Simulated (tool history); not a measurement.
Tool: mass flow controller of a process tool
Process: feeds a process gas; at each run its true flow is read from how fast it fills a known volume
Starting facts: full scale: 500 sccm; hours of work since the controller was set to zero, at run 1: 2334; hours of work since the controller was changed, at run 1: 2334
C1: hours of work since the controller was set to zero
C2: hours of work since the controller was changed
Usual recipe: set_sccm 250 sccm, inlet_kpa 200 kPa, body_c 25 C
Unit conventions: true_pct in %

run 1 hour=0.0 | set_sccm=250 inlet_kpa=200 body_c=25 | C1=2334 C2=2334 | true_pct=99.17
run 2 hour=149.4 | set_sccm=75 inlet_kpa=200 body_c=25 | C1=2451 C2=2451 | true_pct=99.59
run 3 hour=360.2 | set_sccm=75 inlet_kpa=200 body_c=25 | C1=2616 C2=2616 | true_pct=99.61
run 4 hour=495.8 | set_sccm=250 inlet_kpa=153 body_c=25 | C1=2723 C2=2723 | true_pct=99.66
run 5 hour=778.2 | set_sccm=250 inlet_kpa=200 body_c=25 | C1=2944 C2=2944 | true_pct=99.51
run 6 hour=904.2 | set_sccm=250 inlet_kpa=200 body_c=25 | C1=3042 C2=3042 | true_pct=99.63
run 7 hour=1058.0 | set_sccm=250 inlet_kpa=200 body_c=25 | C1=3163 C2=3163 | true_pct=99.45
run 8 hour=1337.8 | set_sccm=250 inlet_kpa=200 body_c=24 | C1=3382 C2=3382 | true_pct=99.67
run 9 hour=1498.6 | set_sccm=250 inlet_kpa=200 body_c=24 | C1=3508 C2=3508 | true_pct=99.93
run 10 hour=1649.3 | set_sccm=250 inlet_kpa=200 body_c=25 | C1=3626 C2=3626 | true_pct=99.72
run 11 hour=1818.5 | set_sccm=250 inlet_kpa=200 body_c=31 | C1=3758 C2=3758 | true_pct=99.36
run 12 hour=2071.5 | set_sccm=250 inlet_kpa=200 body_c=31 | C1=3956 C2=3956 | true_pct=99.36
run 13 hour=2270.3 | set_sccm=250 inlet_kpa=200 body_c=25 | C1=4112 C2=4112 | true_pct=99.98
run 14 hour=2538.0 | set_sccm=250 inlet_kpa=200 body_c=25 | C1=4321 C2=4321 | true_pct=99.96
run 15 hour=2675.5 | set_sccm=250 inlet_kpa=200 body_c=26 | C1=4429 C2=4429 | true_pct=100.04
run 16 hour=2905.7 | set_sccm=250 inlet_kpa=200 body_c=25 | C1=4609 C2=4609 | true_pct=100.06
run 17 hour=3078.4 | set_sccm=250 inlet_kpa=200 body_c=25 | C1=4745 C2=4745 | true_pct=100.27
run 18 hour=3280.5 | set_sccm=250 inlet_kpa=200 body_c=25 | C1=4903 C2=4903 | true_pct=100.23
run 19 hour=3450.2 | set_sccm=250 inlet_kpa=200 body_c=25 | C1=5036 C2=5036 | true_pct=100.22
run 20 hour=3703.8 | set_sccm=250 inlet_kpa=200 body_c=26 | C1=5234 C2=5234 | true_pct=100.33
run 21 hour=3905.4 | set_sccm=250 inlet_kpa=200 body_c=25 | C1=5392 C2=5392 | true_pct=100.36
run 22 hour=4095.6 | set_sccm=250 inlet_kpa=200 body_c=20 | C1=5541 C2=5541 | true_pct=100.72
run 23 hour=4336.8 | set_sccm=250 inlet_kpa=200 body_c=20 | C1=5730 C2=5730 | true_pct=100.98
-- hour=4357.7 controller's zero set anew
run 24 hour=4610.5 | set_sccm=250 inlet_kpa=233 body_c=25 | C1=198 C2=5944 | true_pct=100.57
run 25 hour=4829.0 | set_sccm=293 inlet_kpa=252 body_c=31 | C1=369 C2=6115 | true_pct=100.23
-- hour=5018.7 controller's zero set anew, once more
run 26 hour=5080.6 | set_sccm=153 inlet_kpa=144 body_c=27 | C1=48 C2=6311 | true_pct=98.96
run 27 hour=5205.4 | set_sccm=250 inlet_kpa=193 body_c=25 | C1=146 C2=6409 | true_pct=99.32
run 28 hour=5368.9 | set_sccm=250 inlet_kpa=193 body_c=25 | C1=274 C2=6537 | true_pct=99.35
run 29 hour=5523.8 | set_sccm=214 inlet_kpa=254 body_c=25 | C1=396 C2=6658 | true_pct=98.74
run 30 hour=5782.2 | set_sccm=283 inlet_kpa=144 body_c=25 | C1=598 C2=6861 | true_pct=100.02
run 31 hour=5989.1 | set_sccm=250 inlet_kpa=174 body_c=25 | C1=760 C2=7023 | true_pct=99.61
run 32 hour=6208.7 | set_sccm=406 inlet_kpa=235 body_c=25 | C1=932 C2=7195 | true_pct=100.51
run 33 hour=6446.8 | set_sccm=406 inlet_kpa=235 body_c=25 | C1=1118 C2=7381 | true_pct=100.60
run 34 hour=6722.5 | set_sccm=250 inlet_kpa=236 body_c=26 | C1=1334 C2=7597 | true_pct=99.38
run 35 hour=6860.9 | set_sccm=60 inlet_kpa=155 body_c=33 | C1=1442 C2=7705 | true_pct=99.35
run 36 hour=7108.6 | set_sccm=149 inlet_kpa=259 body_c=37 | C1=1636 C2=7899 | true_pct=98.10
run 37 hour=7234.5 | set_sccm=128 inlet_kpa=249 body_c=23 | C1=1735 C2=7998 | true_pct=99.21
run 38 hour=7456.7 | set_sccm=128 inlet_kpa=249 body_c=23 | C1=1909 C2=8172 | true_pct=99.43
run 39 hour=7737.8 | set_sccm=453 inlet_kpa=146 body_c=23 | C1=2129 C2=8392 | true_pct=101.82
run 40 hour=7898.0 | set_sccm=117 inlet_kpa=267 body_c=21 | C1=2254 C2=8517 | true_pct=99.69
run 41 hour=8060.8 | set_sccm=228 inlet_kpa=267 body_c=30 | C1=2382 C2=8645 | true_pct=99.14
run 42 hour=8246.1 | set_sccm=60 inlet_kpa=267 body_c=38 | C1=2527 C2=8790 | true_pct=99.07
run 43 hour=8504.6 | set_sccm=496 inlet_kpa=264 body_c=38 | C1=2729 C2=8992 | true_pct=100.08
run 44 hour=8759.4 | set_sccm=257 inlet_kpa=272 body_c=20 | C1=2929 C2=9192 | true_pct=100.22
run 45 hour=8957.4 | set_sccm=257 inlet_kpa=272 body_c=20 | C1=3084 C2=9347 | true_pct=100.38
run 46 hour=9222.2 | set_sccm=257 inlet_kpa=272 body_c=20 | C1=3291 C2=9554 | true_pct=100.41

What if the next run were any one of these 4? Each begins from the tool's condition after run 46:
run A hour=9413.0 | set_sccm=254 inlet_kpa=257 body_c=23 | C1=3440 C2=9703 | true_pct=?
run B hour=9413.0 | set_sccm=113 inlet_kpa=238 body_c=25 | C1=3440 C2=9703 | true_pct=?
run C hour=9413.0 | set_sccm=257 inlet_kpa=253 body_c=29 | C1=3440 C2=9703 | true_pct=?
run D hour=9413.0 | set_sccm=134 inlet_kpa=178 body_c=35 | C1=3440 C2=9703 | true_pct=?

run=A true_pct=100.34
run=B true_pct=100.23
run=C true_pct=99.89
run=D true_pct=99.78
Had the tool no hidden state, the same runs would have come out as:
run=A true_pct=98.08
run=B true_pct=97.01
run=C true_pct=97.64
run=D true_pct=96.83

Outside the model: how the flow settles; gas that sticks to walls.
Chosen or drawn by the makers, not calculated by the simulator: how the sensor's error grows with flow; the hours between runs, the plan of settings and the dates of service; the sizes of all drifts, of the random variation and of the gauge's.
